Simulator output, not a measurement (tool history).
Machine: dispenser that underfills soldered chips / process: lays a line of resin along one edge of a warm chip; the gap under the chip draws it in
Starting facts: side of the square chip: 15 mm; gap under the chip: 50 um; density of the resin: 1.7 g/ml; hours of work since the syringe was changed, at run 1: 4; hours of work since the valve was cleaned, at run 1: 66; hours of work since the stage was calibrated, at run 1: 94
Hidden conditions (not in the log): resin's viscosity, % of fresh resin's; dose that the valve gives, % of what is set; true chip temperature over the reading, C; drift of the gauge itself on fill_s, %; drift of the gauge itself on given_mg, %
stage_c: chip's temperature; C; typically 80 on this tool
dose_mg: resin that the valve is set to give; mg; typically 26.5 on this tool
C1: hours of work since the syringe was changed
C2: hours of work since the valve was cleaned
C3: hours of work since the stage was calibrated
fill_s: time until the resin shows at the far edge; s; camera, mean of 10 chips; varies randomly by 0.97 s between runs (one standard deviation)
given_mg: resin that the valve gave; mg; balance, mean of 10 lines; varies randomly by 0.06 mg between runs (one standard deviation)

{"run": 1, "hour": 0.0, "stage_c": 80, "dose_mg": 26.5, "C1": 4, "C2": 66, "C3": 94, "fill_s": 124.5, "given_mg": 25.86}
{"hour": 3.2, "done": "new syringe of resin"}
{"run": 2, "hour": 8.4, "stage_c": 80, "dose_mg": 26.5, "C1": 4, "C2": 72, "C3": 99, "fill_s": 119.3, "given_mg": 25.82}
{"hour": 12.0, "done": "new syringe of resin"}
{"hour": 13.0, "done": "dispensing valve cleaned and set on the balance"}
{"run": 3, "hour": 15.7, "stage_c": 80, "dose_mg": 26.5, "C1": 2, "C2": 2, "C3": 104, "fill_s": 103.4, "given_mg": 26.51}
{"run": 4, "hour": 20.7, "stage_c": 80, "dose_mg": 27.3, "C1": 6, "C2": 6, "C3": 107, "fill_s": 141.0, "given_mg": 27.32}
{"hour": 21.6, "done": "new syringe of resin"}
{"run": 5, "hour": 27.9, "stage_c": 80, "dose_mg": 27.3, "C1": 5, "C2": 11, "C3": 112, "fill_s": 127.3, "given_mg": 27.14}
{"hour": 29.7, "done": "new syringe of resin"}
{"run": 6, "hour": 36.9, "stage_c": 80, "dose_mg": 27.3, "C1": 5, "C2": 17, "C3": 119, "fill_s": 131.1, "given_mg": 27.11}
{"hour": 38.3, "done": "new syringe of resin"}
{"hour": 46.9, "done": "new syringe of resin"}
{"run": 7, "hour": 46.9, "stage_c": 80, "dose_mg": 27.3, "C1": 0, "C2": 24, "C3": 125, "fill_s": 89.5, "given_mg": 27.17}
{"run": 8, "hour": 54.6, "stage_c": 80, "dose_mg": 26.5, "C1": 6, "C2": 29, "C3": 131, "fill_s": 136.1, "given_mg": 26.22}
{"hour": 55.3, "done": "new syringe of resin"}
{"run": 9, "hour": 62.1, "stage_c": 80, "dose_mg": 22.8, "C1": 5, "C2": 34, "C3": 136, "fill_s": 138.8, "given_mg": 22.61}
{"hour": 64.2, "done": "new syringe of resin"}
{"run": 10, "hour": 70.5, "stage_c": 80, "dose_mg": 22.8, "C1": 5, "C2": 40, "C3": 142, "fill_s": 134.0, "given_mg": 22.53}
{"hour": 72.6, "done": "new syringe of resin"}
{"run": 11, "hour": 77.4, "stage_c": 80, "dose_mg": 26.5, "C1": 3, "C2": 45, "C3": 147, "fill_s": 114.8, "given_mg": 26.24}
{"hour": 80.8, "done": "new syringe of resin"}
{"run": 12, "hour": 85.7, "stage_c": 85, "dose_mg": 26.5, "C1": 4, "C2": 51, "C3": 153, "fill_s": 94.5, "given_mg": 26.12}
{"hour": 89.2, "done": "new syringe of resin"}
{"run": 13, "hour": 95.2, "stage_c": 85, "dose_mg": 26.5, "C1": 4, "C2": 57, "C3": 159, "fill_s": 100.3, "given_mg": 26.07}
{"hour": 97.8, "done": "new syringe of resin"}
{"run": 14, "hour": 101.4, "stage_c": 85, "dose_mg": 26.5, "C1": 3, "C2": 62, "C3": 163, "fill_s": 87.8, "given_mg": 26.01}
{"hour": 106.5, "done": "new syringe of resin"}
{"run": 15, "hour": 106.6, "stage_c": 80, "dose_mg": 26.5, "C1": 0, "C2": 65, "C3": 167, "fill_s": 93.5, "given_mg": 25.94}
{"run": 16, "hour": 112.0, "stage_c": 80, "dose_mg": 26.5, "C1": 4, "C2": 69, "C3": 171, "fill_s": 122.1, "given_mg": 26.0}
{"hour": 115.1, "done": "new syringe of resin"}
{"run": 17, "hour": 116.7, "stage_c": 80, "dose_mg": 33.5, "C1": 1, "C2": 72, "C3": 174, "fill_s": 94.9, "given_mg": 32.86}
{"hour": 120.6, "done": "dispensing valve cleaned and set on the balance"}
{"hour": 125.0, "done": "new syringe of resin"}
{"run": 18, "hour": 126.3, "stage_c": 78, "dose_mg": 27.1, "C1": 1, "C2": 4, "C3": 180, "fill_s": 106.7, "given_mg": 27.04}
{"hour": 133.6, "done": "new syringe of resin"}
{"run": 19, "hour": 135.2, "stage_c": 78, "dose_mg": 27.1, "C1": 1, "C2": 10, "C3": 186, "fill_s": 107.9, "given_mg": 26.93}
{"run": 20, "hour": 140.4, "stage_c": 78, "dose_mg": 27.1, "C1": 5, "C2": 14, "C3": 190, "fill_s": 144.7, "given_mg": 26.88}
{"hour": 142.3, "done": "new syringe of resin"}
{"run": 21, "hour": 145.5, "stage_c": 68, "dose_mg": 34.0, "C1": 2, "C2": 17, "C3": 193, "fill_s": 191.5, "given_mg": 33.66}
{"hour": 150.7, "done": "new syringe of resin"}
{"run": 22, "hour": 150.9, "stage_c": 68, "dose_mg": 34.0, "C1": 0, "C2": 21, "C3": 197, "fill_s": 161.0, "given_mg": 33.77}
{"run": 23, "hour": 158.6, "stage_c": 68, "dose_mg": 34.0, "C1": 6, "C2": 27, "C3": 203, "fill_s": 256.2, "given_mg": 33.68}
{"hour": 159.6, "done": "new syringe of resin"}
{"run": 24, "hour": 164.3, "stage_c": 78, "dose_mg": 25.7, "C1": 3, "C2": 30, "C3": 207, "fill_s": 131.4, "given_mg": 25.41}
{"hour": 168.0, "done": "new syringe of resin"}
{"run": 25, "hour": 172.2, "stage_c": 78, "dose_mg": 25.7, "C1": 3, "C2": 36, "C3": 212, "fill_s": 126.4, "given_mg": 25.36}
{"hour": 177.0, "done": "new syringe of resin"}
{"run": 26, "hour": 178.2, "stage_c": 77, "dose_mg": 30.1, "C1": 1, "C2": 40, "C3": 216, "fill_s": 108.2, "given_mg": 29.55}
{"run": 27, "hour": 184.7, "stage_c": 88, "dose_mg": 25.6, "C1": 6, "C2": 45, "C3": 221, "fill_s": 92.2, "given_mg": 25.22}
{"hour": 185.5, "done": "new syringe of resin"}
{"hour": 193.9, "done": "new syringe of resin"}
{"run": 28, "hour": 194.4, "stage_c": 92, "dose_mg": 33.6, "C1": 0, "C2": 51, "C3": 227, "fill_s": 48.5, "given_mg": 33.03}
{"run": 29, "hour": 201.1, "stage_c": 92, "dose_mg": 26.5, "C1": 5, "C2": 56, "C3": 232, "fill_s": 73.6, "given_mg": 25.93}
{"hour": 202.1, "done": "new syringe of resin"}
{"hour": 210.6, "done": "new syringe of resin"}
{"run": 30, "hour": 211.3, "stage_c": 89, "dose_mg": 27.1, "C1": 1, "C2": 63, "C3": 239, "fill_s": 59.4, "given_mg": 26.57}
{"run": 31, "hour": 218.0, "stage_c": 89, "dose_mg": 27.1, "C1": 5, "C2": 68, "C3": 244, "fill_s": 87.7, "given_mg": 26.5}
{"hour": 219.2, "done": "new syringe of resin"}
{"run": 32, "hour": 225.0, "stage_c": 71, "dose_mg": 34.0, "C1": 4, "C2": 73, "C3": 249, "fill_s": 185.1, "given_mg": 33.4}
{"hour": 227.6, "done": "new syringe of resin"}
{"hour": 228.6, "done": "dispensing valve cleaned and set on the balance"}
{"run": 33, "hour": 233.7, "stage_c": 80, "dose_mg": 26.5, "C1": 4, "C2": 4, "C3": 254, "fill_s": 118.8, "given_mg": 26.42}

Branching from run 33: 5 alternative next runs. What would each branch give?
{"hour": 237.0, "done": "new syringe of resin"}
{"run": "A", "hour": 241.7, "stage_c": 80, "dose_mg": 34.2, "C1": 3, "C2": 9, "C3": 260, "fill_s": "?", "given_mg": "?"}
{"hour": 237.0, "done": "new syringe of resin"}
{"run": "B", "hour": 241.7, "stage_c": 84, "dose_mg": 26.5, "C1": 3, "C2": 9, "C3": 260, "fill_s": "?", "given_mg": "?"}
{"hour": 237.0, "done": "new syringe of resin"}
{"run": "C", "hour": 241.7, "stage_c": 85, "dose_mg": 27.4, "C1": 3, "C2": 9, "C3": 260, "fill_s": "?", "given_mg": "?"}
{"hour": 237.0, "done": "new syringe of resin"}
{"run": "D", "hour": 241.7, "stage_c": 67, "dose_mg": 33.6, "C1": 3, "C2": 9, "C3": 260, "fill_s": "?", "given_mg": "?"}
{"hour": 237.0, "done": "new syringe of resin"}
{"run": "E", "hour": 241.7, "stage_c": 87, "dose_mg": 23.5, "C1": 3, "C2": 9, "C3": 260, "fill_s": "?", "given_mg": "?"}

run=A fill_s=108.6 given_mg=34.15
run=B fill_s=91.3 given_mg=26.31
run=C fill_s=87.5 given_mg=27.25
run=D fill_s=209.4 given_mg=33.59
run=E fill_s=83.6 given_mg=23.40
Had the tool no hidden state, the same runs would have come out as:
run=A fill_s=89.4 given_mg=34.31
run=B fill_s=75.1 given_mg=26.44
run=C fill_s=72.0 given_mg=27.39
run=D fill_s=173.2 given_mg=33.75
run=E fill_s=68.8 given_mg=23.52

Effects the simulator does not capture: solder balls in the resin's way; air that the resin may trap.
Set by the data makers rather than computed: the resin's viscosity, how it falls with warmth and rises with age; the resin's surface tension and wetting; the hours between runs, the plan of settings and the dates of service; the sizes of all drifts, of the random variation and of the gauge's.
